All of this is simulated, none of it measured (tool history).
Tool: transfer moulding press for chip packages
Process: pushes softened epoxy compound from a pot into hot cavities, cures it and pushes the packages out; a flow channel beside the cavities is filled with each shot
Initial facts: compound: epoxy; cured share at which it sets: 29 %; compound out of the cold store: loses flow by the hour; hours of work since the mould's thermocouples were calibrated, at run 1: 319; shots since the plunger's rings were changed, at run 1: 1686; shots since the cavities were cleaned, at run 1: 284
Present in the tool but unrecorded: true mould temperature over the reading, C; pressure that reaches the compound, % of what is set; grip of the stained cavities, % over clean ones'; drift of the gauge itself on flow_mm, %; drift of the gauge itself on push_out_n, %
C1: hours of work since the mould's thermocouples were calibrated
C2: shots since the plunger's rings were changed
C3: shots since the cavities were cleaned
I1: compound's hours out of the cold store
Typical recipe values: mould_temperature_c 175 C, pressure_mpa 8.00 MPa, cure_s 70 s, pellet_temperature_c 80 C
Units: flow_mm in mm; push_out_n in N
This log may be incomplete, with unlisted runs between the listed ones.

Run 1, hour 0.0: usual settings; C1 319; C2 1686; C3 284; I1 38.6. Result: flow_mm 571 mm, push_out_n 447 N.
Run 2, hour 12.5: usual settings; C1 325; C2 1857; C3 455; I1 10.1. Result: flow_mm 633 mm, push_out_n 488 N.
At hour 19.9: cavities cleaned with cleaning compound and waxed.
Run 3, hour 42.5: usual settings but pellet_temperature_c 78 C; C1 340; C2 2248; C3 310; I1 24.6. Result: flow_mm 603 mm, push_out_n 456 N.
At hour 59.6: cavities cleaned with cleaning compound and waxed.
Run 4, hour 61.8: usual settings but pellet_temperature_c 78 C; C1 349; C2 2492; C3 30; I1 21.6. Result: flow_mm 611 mm, push_out_n 462 N.
At hour 68.4: plunger's sealing rings changed.
Run 5, hour 85.5: usual settings but pellet_temperature_c 78 C; C1 361; C2 234; C3 320; I1 43.9. Result: flow_mm 559 mm, push_out_n 476 N.
At hour 101.4: cavities cleaned with cleaning compound and waxed.
Run 6, hour 103.0: usual settings but pellet_temperature_c 78 C; C1 369; C2 455; C3 23; I1 26.8. Result: flow_mm 596 mm, push_out_n 458 N.
Run 7, hour 130.6: usual settings but cure_s 93 s; C1 383; C2 833; C3 401; I1 22.4. Result: flow_mm 603 mm, push_out_n 370 N.
At hour 140.2: cavities cleaned with cleaning compound and waxed.
Run 8, hour 144.2: usual settings; C1 390; C2 999; C3 55; I1 27.9. Result: flow_mm 588 mm, push_out_n 455 N.
Run 9, hour 170.2: usual settings; C1 403; C2 1356; C3 412; I1 41.5. Result: flow_mm 559 mm, push_out_n 458 N.
At hour 179.3: cavities cleaned with cleaning compound and waxed.
Run 10, hour 197.8: usual settings; C1 417; C2 1714; C3 254; I1 35.0. Result: flow_mm 578 mm, push_out_n 457 N.
Run 11, hour 212.8: usual settings; C1 425; C2 1919; C3 459; I1 36.3. Result: flow_mm 573 mm, push_out_n 447 N.
At hour 220.4: cavities cleaned with cleaning compound and waxed.
Run 12, hour 233.9: usual settings but mould_temperature_c 180 C, cure_s 76 s, pellet_temperature_c 77 C; C1 435; C2 2188; C3 185; I1 26.9. Result: flow_mm 591 mm, push_out_n 377 N.
Run 13, hour 250.3: usual settings but mould_temperature_c 180 C, cure_s 76 s, pellet_temperature_c 77 C; C1 444; C2 2414; C3 411; I1 40.9. Result: flow_mm 559 mm, push_out_n 382 N.
At hour 259.7: cavities cleaned with cleaning compound and waxed.
At hour 264.0: plunger's sealing rings changed.
Run 14, hour 275.0: usual settings but cure_s 67 s, pellet_temperature_c 85 C; C1 455; C2 151; C3 175; I1 31.8. Result: flow_mm 581 mm, push_out_n 505 N.
Run 15, hour 292.9: usual settings but pressure_mpa 9.83 MPa; C1 464; C2 397; C3 421; I1 25.9. Result: flow_mm 660 mm, push_out_n 455 N.

For each entry between runs, how does the tool's hidden state at the last listed run before it compare with that at the first listed run after it?
Run 2 -> run 3: cavities cleaned with cleaning compound and waxed (hour 19.9)
  pressure that reaches the compound, % of what is set: 99.87 -> 99.85; grip of the stained cavities, % over clean ones': 1.2 -> 0.9
Run 3 -> run 4: cavities cleaned with cleaning compound and waxed (hour 59.6)
  pressure that reaches the compound, % of what is set: 99.85 -> 99.83; grip of the stained cavities, % over clean ones': 0.9 -> 0.1
Run 4 -> run 5: plunger's sealing rings changed (hour 68.4)
  pressure that reaches the compound, % of what is set: 99.83 -> 99.98; grip of the stained cavities, % over clean ones': 0.1 -> 0.9
Run 5 -> run 6: cavities cleaned with cleaning compound and waxed (hour 101.4)
  pressure that reaches the compound, % of what is set: 99.98 -> 99.97; grip of the stained cavities, % over clean ones': 0.9 -> 0.1
Run 7 -> run 8: cavities cleaned with cleaning compound and waxed (hour 140.2)
  pressure that reaches the compound, % of what is set: 99.94 -> 99.93; grip of the stained cavities, % over clean ones': 1 -> 0.2
Run 9 -> run 10: cavities cleaned with cleaning compound and waxed (hour 179.3)
  pressure that reaches the compound, % of what is set: 99.91 -> 99.89; grip of the stained cavities, % over clean ones': 1.1 -> 0.8
Run 11 -> run 12: cavities cleaned with cleaning compound and waxed (hour 220.4)
  pressure that reaches the compound, % of what is set: 99.87 -> 99.85; grip of the stained cavities, % over clean ones': 1.2 -> 0.6
Run 13 -> run 14: cavities cleaned with cleaning compound and waxed (hour 259.7); plunger's sealing rings changed (hour 264.0)
  pressure that reaches the compound, % of what is set: 99.84 -> 99.99; grip of the stained cavities, % over clean ones': 1.1 -> 0.6

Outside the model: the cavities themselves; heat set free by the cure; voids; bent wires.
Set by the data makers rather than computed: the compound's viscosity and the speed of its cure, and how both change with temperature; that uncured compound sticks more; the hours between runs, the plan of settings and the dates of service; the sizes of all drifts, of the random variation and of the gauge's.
